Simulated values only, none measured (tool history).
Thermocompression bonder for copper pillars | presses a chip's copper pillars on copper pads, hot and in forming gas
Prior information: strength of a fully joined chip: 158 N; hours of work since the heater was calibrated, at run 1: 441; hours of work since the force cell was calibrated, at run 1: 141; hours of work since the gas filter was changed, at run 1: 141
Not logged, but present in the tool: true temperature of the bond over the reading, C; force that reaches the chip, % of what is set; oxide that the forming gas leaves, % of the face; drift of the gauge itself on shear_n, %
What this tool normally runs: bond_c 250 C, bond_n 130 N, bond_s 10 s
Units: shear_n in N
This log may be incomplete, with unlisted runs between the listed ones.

run	hour	bond_c	bond_n	bond_s	hours of work since the heater was calibrated	hours of work since the force cell was calibrated	hours of work since the gas filter was changed	shear_n
1	0.0	250	130	10	441	141	141	118.6
2	54.7	250	130	10	472	171	171	117.1
3	118.7	250	130	10	508	207	207	115.1
4	164.3	250	130	10	533	233	233	115.8
5	216.5	250	130	10	562	262	262	118.8
6	263.1	250	130	10	588	288	288	117.1
7	361.2	247	130	10	643	343	343	115.6
8	403.8	247	130	10	667	366	366	112.0
9	498.1	250	149	10	720	419	419	121.7
# hour 507.4: forming gas filter changed
10	598.4	250	117	10	775	475	51	110.8
11	676.0	250	117	10	819	518	94	112.7
12	732.0	250	117	10	850	550	125	109.5
13	777.5	250	130	10	875	575	151	117.9
14	823.2	250	130	10	901	600	176	118.3
15	900.2	250	130	11	944	643	219	121.2
16	971.1	250	130	8	984	683	259	109.8
# hour 1022.8: heater calibrated with a thermocouple chip
17	1040.8	250	130	8	10	721	297	108.7
18	1131.6	250	130	8	61	772	348	110.7
19	1178.3	250	130	8	87	798	374	107.3
# hour 1273.4: forming gas filter changed
20	1276.1	250	130	10	141	852	2	117.1
21	1334.5	250	130	10	174	885	34	118.0
22	1432.7	271	130	14	229	940	89	142.0
23	1523.4	250	140	13	279	990	140	124.9
24	1576.2	250	138	21	309	1020	169	137.1
25	1642.4	251	96	21	346	1057	206	122.0
26	1730.1	225	156	28	395	1106	255	127.5
27	1771.8	223	83	28	418	1129	278	97.0
28	1866.8	223	83	28	471	1182	332	94.4
29	1923.5	221	103	21	503	1214	363	94.5
30	1989.3	221	103	21	540	1251	400	94.8
# hour 2034.9: forming gas filter changed
31	2069.9	221	144	25	584	1295	20	114.8
32	2110.5	221	144	25	607	1318	42	116.8
# hour 2168.0: force cell calibrated
33	2170.3	271	187	10	640	1	75	145.3
34	2244.9	255	100	16	681	43	116	120.9
35	2292.0	276	161	9	708	69	143	141.8
36	2391.2	276	161	9	763	125	198	143.0
37	2454.0	223	130	7	798	160	233	77.6
38	2502.7	249	139	16	825	187	261	127.7
39	2600.8	249	139	16	880	242	315	131.0

Each row is a separate what-if for the run after 39, all from the same tool condition, not one after another. Results?
A	2656.2	257	125	10	911	273	346	?
B	2656.2	249	189	22	911	273	346	?
C	2656.2	247	185	10	911	273	346	?

run	shear_n
A	120.6
B	145.8
C	129.1
Take away the tool's hidden state, keep each run's random variation, and the runs would have read:
run	shear_n
A	120.4
B	146.1
C	128.9
